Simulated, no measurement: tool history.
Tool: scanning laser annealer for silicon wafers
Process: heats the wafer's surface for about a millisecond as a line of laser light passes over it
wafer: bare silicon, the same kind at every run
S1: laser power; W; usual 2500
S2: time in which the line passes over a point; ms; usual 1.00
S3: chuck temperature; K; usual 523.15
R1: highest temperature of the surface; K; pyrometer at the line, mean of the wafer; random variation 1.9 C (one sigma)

Run 1, hour 0.0: usual settings. Result: R1 1323.15 K.
Run 2, hour 5.2: usual settings but S3 496.15 K. Result: R1 1295.15 K.
Run 3, hour 9.6: usual settings but S3 496.15 K. Result: R1 1294.15 K.
Run 4, hour 18.9: usual settings but S3 496.15 K. Result: R1 1296.15 K.
Run 5, hour 27.2: usual settings but S3 496.15 K. Result: R1 1296.15 K.
Run 6, hour 33.0: usual settings but S3 496.15 K. Result: R1 1295.15 K.
At hour 35.8: window over the wafer cleaned.
Run 7, hour 43.6: usual settings but S1 2663 W, S2 0.80 ms, S3 504.15 K. Result: R1 1257.15 K.
Run 8, hour 52.6: usual settings but S2 1.10 ms, S3 559.15 K. Result: R1 1376.15 K.
At hour 57.2: window over the wafer cleaned, once more.
Run 9, hour 62.1: usual settings but S2 0.99 ms, S3 557.15 K. Result: R1 1382.15 K.
Run 10, hour 67.7: usual settings but S2 0.99 ms, S3 557.15 K. Result: R1 1381.15 K.
Run 11, hour 73.7: usual settings but S2 0.99 ms, S3 557.15 K. Result: R1 1381.15 K.

Forecast each of these 3 alternatives for the next run:
Run A, hour 79.8: usual settings but S2 0.99 ms, S3 510.15 K. Result: R1 ?.
Run B, hour 79.8: usual settings but S1 2727 W, S2 0.75 ms, S3 539.15 K. Result: R1 ?.
Run C, hour 79.8: usual settings but S3 535.15 K. Result: R1 ?.

run       R1
  A  1334.15
  B  1329.15
  C  1362.15
Without the tool's hidden state the same runs would have given:
run       R1
  A  1341.15
  B  1336.15
  C  1369.15

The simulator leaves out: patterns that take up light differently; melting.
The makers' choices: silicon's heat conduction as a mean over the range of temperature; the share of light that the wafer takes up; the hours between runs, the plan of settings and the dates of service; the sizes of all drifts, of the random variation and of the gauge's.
